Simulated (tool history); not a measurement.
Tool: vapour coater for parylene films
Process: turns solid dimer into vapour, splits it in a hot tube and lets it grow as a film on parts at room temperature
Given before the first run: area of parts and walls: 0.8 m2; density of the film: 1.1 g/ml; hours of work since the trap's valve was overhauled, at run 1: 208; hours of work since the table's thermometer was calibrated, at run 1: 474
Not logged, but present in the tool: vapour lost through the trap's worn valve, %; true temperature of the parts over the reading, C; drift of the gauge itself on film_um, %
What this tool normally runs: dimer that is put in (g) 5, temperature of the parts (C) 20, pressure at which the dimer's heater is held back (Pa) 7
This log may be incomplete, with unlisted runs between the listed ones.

run,hour,dimer that is put in (g),temperature of the parts (C),pressure at which the dimer's heater is held back (Pa),hours of work since the trap's valve was overhauled,hours of work since the table's thermometer was calibrated,thickness of the film (µm)
1,0,5,20,7,208,474,3.17
# hour 22.9: trap's valve overhauled
2,41.3,5,20,5.06,16,506,3.33
3,91.6,5,18,5.06,59,549,3.6
4,137.2,5,18,5.06,98,588,3.65
5,191,5,20,9.24,144,634,2.94
6,256.5,5,20,9.24,200,691,2.98
# hour 292.2: trap's valve overhauled
7,322.3,5,22,7,26,744,2.92
8,370.9,5,20,5.7,67,785,3.25
9,430.9,5,20,5.7,119,837,3.23
10,491.2,5,20,5.7,171,888,3.29
11,529,5,20,5.7,203,921,3.21
# hour 558.2: trap's valve overhauled
12,581.4,5,20,5.7,20,962,3.25
13,634.2,5,20,5.7,65,1007,3.27
14,666.9,5,24,7,93,1035,2.67
15,724.6,5,26,7,143,1085,2.44
16,763.6,5,26,7,176,1118,2.36
# hour 822.6: trap's valve overhauled
17,831,5,17,7,7,1173,3.55
18,857.5,5,17,7,30,1195,3.54
19,898.2,5,20,7,65,1230,3.15
20,926.4,5,20,7,89,1254,3.06
21,978.1,5,20,7,133,1299,3.13
22,1032.7,5,20,7,180,1345,3.12
23,1077.8,5,20,7,219,1384,3.16
# hour 1087.9: trap's valve overhauled
24,1138.8,5,20,7,44,1433,3.13
25,1179.8,5,21,2.76,79,1468,3.6
26,1245.4,5,25,4.8,135,1524,2.68
27,1299.8,5,25,4.8,182,1571,2.7
# hour 1352.5: trap's valve overhauled
28,1360.8,7,24,6.07,7,1620,3.86
29,1405.4,6,15,2.76,45,1658,5.6
30,1432,7,23,11.35,68,1681,3.58
31,1478.1,7,23,11.35,108,1720,3.56
32,1535.2,3,20,4.67,157,1769,2.05
# hour 1568: table's thermometer calibrated
33,1576.2,3,20,4.67,191,7,2
# hour 1621.3: trap's valve overhauled
34,1636.9,5,27,4.67,13,56,2.57
35,1678,5,27,4.67,49,91,2.52
36,1709.4,4,16,4.49,75,118,3.23
37,1745.9,5,20,4.09,107,149,3.42
38,1787.3,8,17,2.08,142,185,7.21
39,1846,8,17,2.08,193,235,7.2
# hour 1886.1: trap's valve overhauled
40,1886.1,8,17,2.08,0,266,7.16
41,1938.9,8,19,2.01,45,311,6.65
42,1988,8,20,10.05,87,353,4.65
43,2037.9,8,20,10.05,130,396,4.67
44,2078.7,8,20,3.95,165,431,5.56
45,2131.8,8,20,3.95,211,476,5.56
# hour 2152.1: trap's valve overhauled
46,2192.7,5,15,2.21,35,525,4.78
47,2231,4,20,7.41,68,558,2.46

Hidden condition of the tool, last listed run before each entry between runs versus first listed run after:
From run 1 to run 2: trap's valve overhauled (hour 22.9)
  vapour lost through the trap's worn valve, %: 0.4 -> 0
From run 6 to run 7: trap's valve overhauled (hour 292.2)
  vapour lost through the trap's worn valve, %: 0.4 -> 0.1
From run 11 to run 12: trap's valve overhauled (hour 558.2)
  vapour lost through the trap's worn valve, %: 0.4 -> 0.1
From run 16 to run 17: trap's valve overhauled (hour 822.6)
  vapour lost through the trap's worn valve, %: 0.3 -> 0
From run 23 to run 24: trap's valve overhauled (hour 1087.9)
  vapour lost through the trap's worn valve, %: 0.4 -> 0.1
From run 27 to run 28: trap's valve overhauled (hour 1352.5)
  vapour lost through the trap's worn valve, %: 0.3 -> 0
From run 32 to run 33: table's thermometer calibrated (hour 1568)
  vapour lost through the trap's worn valve, %: 0.3 -> 0.4; true temperature of the parts over the reading, C: 0.04 -> 0
From run 33 to run 34: trap's valve overhauled (hour 1621.3)
  vapour lost through the trap's worn valve, %: 0.4 -> 0
From run 39 to run 40: trap's valve overhauled (hour 1886.1)
  vapour lost through the trap's worn valve, %: 0.4 -> 0
From run 45 to run 46: trap's valve overhauled (hour 2152.1)
  vapour lost through the trap's worn valve, %: 0.4 -> 0.1

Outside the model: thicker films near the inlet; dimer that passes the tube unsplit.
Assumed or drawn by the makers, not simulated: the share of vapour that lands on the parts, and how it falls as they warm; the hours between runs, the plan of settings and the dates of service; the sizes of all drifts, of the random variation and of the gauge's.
